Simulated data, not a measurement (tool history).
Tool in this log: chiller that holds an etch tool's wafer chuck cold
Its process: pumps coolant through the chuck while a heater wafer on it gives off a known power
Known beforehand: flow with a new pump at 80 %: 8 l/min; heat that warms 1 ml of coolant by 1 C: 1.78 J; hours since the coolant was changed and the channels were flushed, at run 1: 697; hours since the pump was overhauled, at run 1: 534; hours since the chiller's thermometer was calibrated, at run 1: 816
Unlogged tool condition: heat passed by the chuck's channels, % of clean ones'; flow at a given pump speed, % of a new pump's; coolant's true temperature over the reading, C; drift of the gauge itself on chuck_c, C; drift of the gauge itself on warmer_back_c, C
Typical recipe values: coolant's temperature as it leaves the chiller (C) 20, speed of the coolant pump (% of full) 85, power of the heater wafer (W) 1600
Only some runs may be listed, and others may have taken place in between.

run   hour  coolant's temperature as it leaves the chiller (C)  speed of the coolant pump (% of full)  power of the heater wafer (W)  hours since the coolant was changed and the channels were flushed  hours since the pump was overhauled  hours since the chiller's thermometer was calibrated  chuck's temperature once it has settled (C)  how much warmer the coolant comes back (C)
  1      0                                                  20                                     85                           1600                                                                697                                  534                                                   816                                         36.1                                        6.35
  2   36.8                                                  20                                     85                           1600                                                                734                                  571                                                   853                                           36                                        6.34
  3   69.3                                                  20                                     85                           1600                                                                767                                  603                                                   885                                           36                                        6.34
  4   92.1                                                  20                                     85                           1600                                                                789                                  626                                                   908                                         35.9                                        6.37
  5  112.4                                                  20                                     85                           1600                                                                810                                  646                                                   928                                         36.1                                        6.34
     120.7  -- coolant pump overhauled
  6  158.1                                                  20                                     85                           1600                                                                850                                   37                                                   969                                         36.1                                        6.36
  7  178.7                                                  20                                     85                           1600                                                                871                                   58                                                   990                                         36.1                                         6.3
  8    203                                                  11                                     85                           1290                                                                895                                   82                                                  1014                                           24                                        5.09
  9  220.2                                                  13                                     79                           1430                                                                913                                  100                                                  1031                                         28.4                                        6.07
 10  241.6                                                  28                                     62                           1008                                                                934                                  121                                                  1053                                         41.1                                        5.41
 11    271                                                  12                                     70                           1723                                                                963                                  150                                                  1082                                         32.4                                        8.21
 12  294.8                                                  12                                     94                           1723                                                                987                                  174                                                  1106                                           28                                         6.2
 13  317.6                                                  12                                     94                           1998                                                               1010                                  197                                                  1129                                         30.5                                        7.24
       340  -- coolant pump overhauled, once more
 14  345.4                                                  12                                     94                           1998                                                               1033                                    5                                                  1151                                         30.5                                        7.21

Consider 3 possible next runs. They are alternatives, not a sequence: every one starts from the tool as it was left by run 14. What does each give?
  A  366.3                                                  12                                     63                           2205                                                               1054                                   26                                                  1172                                            ?                                           ?
  B  366.3                                                  12                                     85                           1600                                                               1054                                   26                                                  1172                                            ?                                           ?
  C  366.3                                                  14                                     85                            899                                                               1054                                   26                                                  1172                                            ?                                           ?

run  chuck's temperature once it has settled (C)  how much warmer the coolant comes back (C)
  A                                         40.6                                       11.63
  B                                         28.1                                        6.38
  C                                         22.9                                        3.56
What these runs would have given with no unlogged condition in the tool:
run  chuck's temperature once it has settled (C)  how much warmer the coolant comes back (C)
  A                                         40.2                                       11.65
  B                                         27.9                                        6.38
  C                                         22.8                                        3.56
